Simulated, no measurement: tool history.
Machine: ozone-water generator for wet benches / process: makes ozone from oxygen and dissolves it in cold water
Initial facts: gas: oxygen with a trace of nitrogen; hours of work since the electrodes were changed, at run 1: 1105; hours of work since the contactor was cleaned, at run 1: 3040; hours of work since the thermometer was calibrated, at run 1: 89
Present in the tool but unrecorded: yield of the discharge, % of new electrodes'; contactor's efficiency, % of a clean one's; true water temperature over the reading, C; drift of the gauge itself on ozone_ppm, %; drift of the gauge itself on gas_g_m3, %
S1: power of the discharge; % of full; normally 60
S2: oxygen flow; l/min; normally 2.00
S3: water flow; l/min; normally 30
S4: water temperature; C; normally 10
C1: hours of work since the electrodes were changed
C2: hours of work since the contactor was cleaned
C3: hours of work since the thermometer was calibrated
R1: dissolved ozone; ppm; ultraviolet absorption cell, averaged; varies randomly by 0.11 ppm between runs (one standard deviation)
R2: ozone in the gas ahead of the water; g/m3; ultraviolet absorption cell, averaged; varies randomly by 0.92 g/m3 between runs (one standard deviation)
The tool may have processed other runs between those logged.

run    hour  S1    S2  S3  S4    C1    C2    C3    R1     R2
  1     0.0  60  2.00  30  10  1105  3040    89   7.1  154.7
  2   220.5  60  2.78  30  10  1266  3201   250   8.3  133.3
  3   310.1  60  2.00  30  10  1331  3267   316   7.2  154.0
  4   478.3  60  2.00  30  10  1454  3390   439   7.1  153.0
  5   688.8  60  2.00  30  10  1608  3543   593   7.1  152.0
  6   800.9  60  2.00  30  10  1690  3625   675   7.3  154.0
  7   973.6  60  1.50  39   6  1816  3752   801   4.6  175.0
  8  1188.6  86  1.50  20   6  1973  3909   958  12.8  224.9
  9  1406.5  60  2.00  20  10  2132  4068  1117  11.1  153.5
 10  1497.7  60  2.00  20  10  2199  4135  1184  10.9  155.0
 11  1664.6  57  2.00  37   9  2321  4256  1306   5.6  150.0
 12  1816.0  60  1.75  30   5  2432  4367  1416   6.8  164.0

How would selected steps in R2 from run to run divide? Give the signed amount a tool lacking its hidden state would still show from settings, what came in and random variation, and the signed amount left for the hidden state, including any gauge scatter that is not in both of the compared results.
Run 7 -> 8: S1 60 -> 86, S3 39 -> 20. R2 +49.9 g/m3: hidden state +0.5, all else +49.4.
Run 8 -> 9: S1 86 -> 60, S2 1.50 -> 2.00, S4 6 -> 10. R2 -71.4 g/m3: hidden state -0.2, all else -71.2.
